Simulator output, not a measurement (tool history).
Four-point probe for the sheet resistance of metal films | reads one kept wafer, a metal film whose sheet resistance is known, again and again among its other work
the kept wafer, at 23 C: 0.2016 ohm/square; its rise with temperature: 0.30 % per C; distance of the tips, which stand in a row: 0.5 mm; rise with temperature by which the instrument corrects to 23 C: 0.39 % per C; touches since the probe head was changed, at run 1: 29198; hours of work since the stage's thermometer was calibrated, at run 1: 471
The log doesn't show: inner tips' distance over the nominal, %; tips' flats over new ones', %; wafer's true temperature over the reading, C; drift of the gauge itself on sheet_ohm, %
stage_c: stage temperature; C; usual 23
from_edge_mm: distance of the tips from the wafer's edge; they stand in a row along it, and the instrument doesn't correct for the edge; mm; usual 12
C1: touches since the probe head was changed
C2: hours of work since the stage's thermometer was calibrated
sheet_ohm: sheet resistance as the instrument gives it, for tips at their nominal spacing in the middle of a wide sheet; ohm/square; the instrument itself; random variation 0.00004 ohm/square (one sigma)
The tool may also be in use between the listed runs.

run 1 day=0.000 | stage_c=23 from_edge_mm=12 | C1=29198 C2=471 | sheet_ohm=0.201232
run 2 day=0.496 | stage_c=23 from_edge_mm=12 | C1=29761 C2=479 | sheet_ohm=0.201252
run 3 day=1.083 | stage_c=23 from_edge_mm=8 | C1=30435 C2=488 | sheet_ohm=0.201419
run 4 day=1.683 | stage_c=23 from_edge_mm=8 | C1=31116 C2=498 | sheet_ohm=0.201478
run 5 day=1.962 | stage_c=23 from_edge_mm=8 | C1=31432 C2=502 | sheet_ohm=0.201544
run 6 day=2.325 | stage_c=23 from_edge_mm=14 | C1=31847 C2=508 | sheet_ohm=0.201204
run 7 day=2.717 | stage_c=23 from_edge_mm=12 | C1=32295 C2=515 | sheet_ohm=0.201195
run 8 day=3.067 | stage_c=23 from_edge_mm=12 | C1=32694 C2=520 | sheet_ohm=0.201218
run 9 day=3.654 | stage_c=23 from_edge_mm=12 | C1=33361 C2=530 | sheet_ohm=0.201168
run 10 day=4.071 | stage_c=23 from_edge_mm=12 | C1=33837 C2=536 | sheet_ohm=0.201173
run 11 day=4.475 | stage_c=23 from_edge_mm=12 | C1=34299 C2=543 | sheet_ohm=0.201216
run 12 day=4.858 | stage_c=23 from_edge_mm=12 | C1=34735 C2=549 | sheet_ohm=0.201194
run 13 day=5.271 | stage_c=23 from_edge_mm=12 | C1=35204 C2=556 | sheet_ohm=0.201027
run 14 day=5.600 | stage_c=23 from_edge_mm=12 | C1=35582 C2=561 | sheet_ohm=0.201141
run 15 day=6.029 | stage_c=23 from_edge_mm=6 | C1=36067 C2=568 | sheet_ohm=0.201795
run 16 day=6.300 | stage_c=23 from_edge_mm=12 | C1=36379 C2=572 | sheet_ohm=0.201215
run 17 day=6.921 | stage_c=23 from_edge_mm=49 | C1=37087 C2=582 | sheet_ohm=0.200979
run 18 day=7.296 | stage_c=23 from_edge_mm=49 | C1=37515 C2=588 | sheet_ohm=0.200944
run 19 day=7.592 | stage_c=23 from_edge_mm=49 | C1=37849 C2=593 | sheet_ohm=0.200935
run 20 day=8.200 | stage_c=23 from_edge_mm=43 | C1=38546 C2=603 | sheet_ohm=0.200968
run 21 day=8.575 | stage_c=23 from_edge_mm=43 | C1=38973 C2=609 | sheet_ohm=0.200932
run 22 day=9.221 | stage_c=23 from_edge_mm=69 | C1=39709 C2=619 | sheet_ohm=0.200977
run 23 day=9.767 | stage_c=27 from_edge_mm=7 | C1=40331 C2=628 | sheet_ohm=0.200801
run 24 day=10.146 | stage_c=23 from_edge_mm=7 | C1=40764 C2=634 | sheet_ohm=0.201524
run 25 day=10.542 | stage_c=30 from_edge_mm=7 | C1=41214 C2=641 | sheet_ohm=0.200264
run 26 day=10.867 | stage_c=29 from_edge_mm=4 | C1=41585 C2=646 | sheet_ohm=0.201526
run 27 day=11.275 | stage_c=27 from_edge_mm=6 | C1=42051 C2=653 | sheet_ohm=0.201040
run 28 day=11.779 | stage_c=27 from_edge_mm=6 | C1=42621 C2=661 | sheet_ohm=0.200929
run 29 day=12.412 | stage_c=18 from_edge_mm=4 | C1=43345 C2=671 | sheet_ohm=0.203477
run 30 day=12.754 | stage_c=26 from_edge_mm=11 | C1=43735 C2=676 | sheet_ohm=0.200619
run 31 day=13.154 | stage_c=18 from_edge_mm=8 | C1=44190 C2=683 | sheet_ohm=0.202232
run 32 day=13.629 | stage_c=34 from_edge_mm=4 | C1=44732 C2=690 | sheet_ohm=0.200658
run 33 day=13.925 | stage_c=28 from_edge_mm=6 | C1=45067 C2=695 | sheet_ohm=0.200761
run 34 day=14.500 | stage_c=29 from_edge_mm=73 | C1=45726 C2=704 | sheet_ohm=0.199837
run 35 day=14.871 | stage_c=26 from_edge_mm=4 | C1=46146 C2=710 | sheet_ohm=0.201936
run 36 day=15.438 | stage_c=35 from_edge_mm=26 | C1=46794 C2=720 | sheet_ohm=0.198927
run 37 day=15.992 | stage_c=35 from_edge_mm=26 | C1=47422 C2=728 | sheet_ohm=0.198839
run 38 day=16.633 | stage_c=35 from_edge_mm=26 | C1=48158 C2=739 | sheet_ohm=0.198893
run 39 day=16.996 | stage_c=23 from_edge_mm=9 | C1=48570 C2=745 | sheet_ohm=0.201224
run 40 day=17.371 | stage_c=25 from_edge_mm=5 | C1=48996 C2=751 | sheet_ohm=0.201564
run 41 day=17.883 | stage_c=23 from_edge_mm=4 | C1=49578 C2=759 | sheet_ohm=0.202610
run 42 day=18.388 | stage_c=31 from_edge_mm=61 | C1=50155 C2=767 | sheet_ohm=0.199395
run 43 day=18.667 | stage_c=23 from_edge_mm=48 | C1=50471 C2=772 | sheet_ohm=0.200818
run 44 day=19.154 | stage_c=30 from_edge_mm=5 | C1=51026 C2=779 | sheet_ohm=0.200726

Some steps in sheet_ohm between neighbouring runs. How much of each would the tool show without its hidden state too (settings, what came in, random variation), and how much is left for the hidden state, with any gauge scatter that isn't in both results?
Run 28 -> 29: stage_c 27 -> 18, from_edge_mm 6 -> 4. sheet_ohm +0.002548 ohm/square: hidden state -0.000013, all else +0.002561.
Run 29 -> 30: stage_c 18 -> 26, from_edge_mm 4 -> 11. sheet_ohm -0.002858 ohm/square: hidden state +0.000004, all else -0.002862.
Run 34 -> 35: stage_c 29 -> 26, from_edge_mm 73 -> 4. sheet_ohm +0.002099 ohm/square: hidden state -0.000011, all else +0.002110.
Run 35 -> 36: stage_c 26 -> 35, from_edge_mm 4 -> 26. sheet_ohm -0.003009 ohm/square: hidden state +0.000003, all else -0.003012.
Run 38 -> 39: stage_c 35 -> 23, from_edge_mm 26 -> 9. sheet_ohm +0.002331 ohm/square: hidden state -0.000009, all else +0.002340.
Run 41 -> 42: stage_c 23 -> 31, from_edge_mm 4 -> 61. sheet_ohm -0.003215 ohm/square: hidden state +0.000005, all else -0.003220.

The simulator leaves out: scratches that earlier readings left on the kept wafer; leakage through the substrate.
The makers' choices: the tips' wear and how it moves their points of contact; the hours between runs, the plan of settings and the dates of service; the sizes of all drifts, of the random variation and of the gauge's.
